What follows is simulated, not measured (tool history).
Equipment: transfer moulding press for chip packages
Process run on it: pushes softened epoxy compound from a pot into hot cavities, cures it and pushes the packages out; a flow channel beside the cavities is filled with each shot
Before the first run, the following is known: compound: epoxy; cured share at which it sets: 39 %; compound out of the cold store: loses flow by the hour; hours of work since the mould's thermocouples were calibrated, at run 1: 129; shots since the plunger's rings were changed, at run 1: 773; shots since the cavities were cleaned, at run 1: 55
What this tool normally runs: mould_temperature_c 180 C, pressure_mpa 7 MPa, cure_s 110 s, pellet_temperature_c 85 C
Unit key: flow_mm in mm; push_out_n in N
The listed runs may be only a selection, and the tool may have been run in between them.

run,day,mould_temperature_c,pressure_mpa,cure_s,pellet_temperature_c,hours of work since the mould's thermocouples were calibrated,shots since the plunger's rings were changed,shots since the cavities were cleaned,incoming compound's hours out of the cold store,flow_mm,push_out_n
1,0,180,7,110,85,129,773,55,46.3,514,518
2,0.638,180,7,110,85,140,969,251,30.1,540,541
3,1.279,180,7,110,85,151,1167,449,47.7,521,522
# day 1.5: cavities cleaned with cleaning compound and waxed
4,2.042,180,7,110,85,162,1382,166,19.3,556,540
5,2.604,180,7,129,85,172,1555,339,29.8,548,489
# day 3.167: cavities cleaned with cleaning compound and waxed
6,3.167,180,7,129,85,181,1710,0,36.6,543,440
7,4.258,180,7,129,85,199,2046,336,12.9,574,476
# day 4.8: cavities cleaned with cleaning compound and waxed
8,4.817,180,7,129,85,208,2199,5,38.6,536,452
9,5.421,180,7,110,85,218,2385,191,17.4,562,549
10,6.167,176,8.18,110,85,231,2615,421,26.9,599,616
# day 6.458: cavities cleaned with cleaning compound and waxed
11,7.038,176,8.18,110,85,244,2863,178,20.8,601,636
12,7.95,176,7.52,110,92,260,3144,459,29.4,568,626
# day 8.142: cavities cleaned with cleaning compound and waxed
13,8.558,175,6.26,134,89,269,3313,129,31.5,515,504
14,9.596,175,6.26,134,89,287,3632,448,44.5,497,492
# day 9.792: cavities cleaned with cleaning compound and waxed
15,10.383,175,5.47,134,87,299,3855,182,17,502,540
16,11.321,178,6.22,110,78,315,4144,471,30.6,515,588
# day 11.471: cavities cleaned with cleaning compound and waxed
17,12.4,182,6.95,122,77,333,4457,286,16.7,561,473

Here are 3 independent what-if runs from the current tool condition. What would each one return?
A,12.958,187,6.75,110,86,342,4630,459,42.5,?,?
B,12.958,182,8.73,110,85,342,4630,459,43,?,?
C,12.958,178,7,108,84,342,4630,459,39.2,?,?

run,flow_mm,push_out_n
A,507,457
B,587,514
C,539,591
Take away the tool's hidden state, keep each run's random variation, and the runs would have read:
run,flow_mm,push_out_n
A,508,451
B,588,508
C,539,584
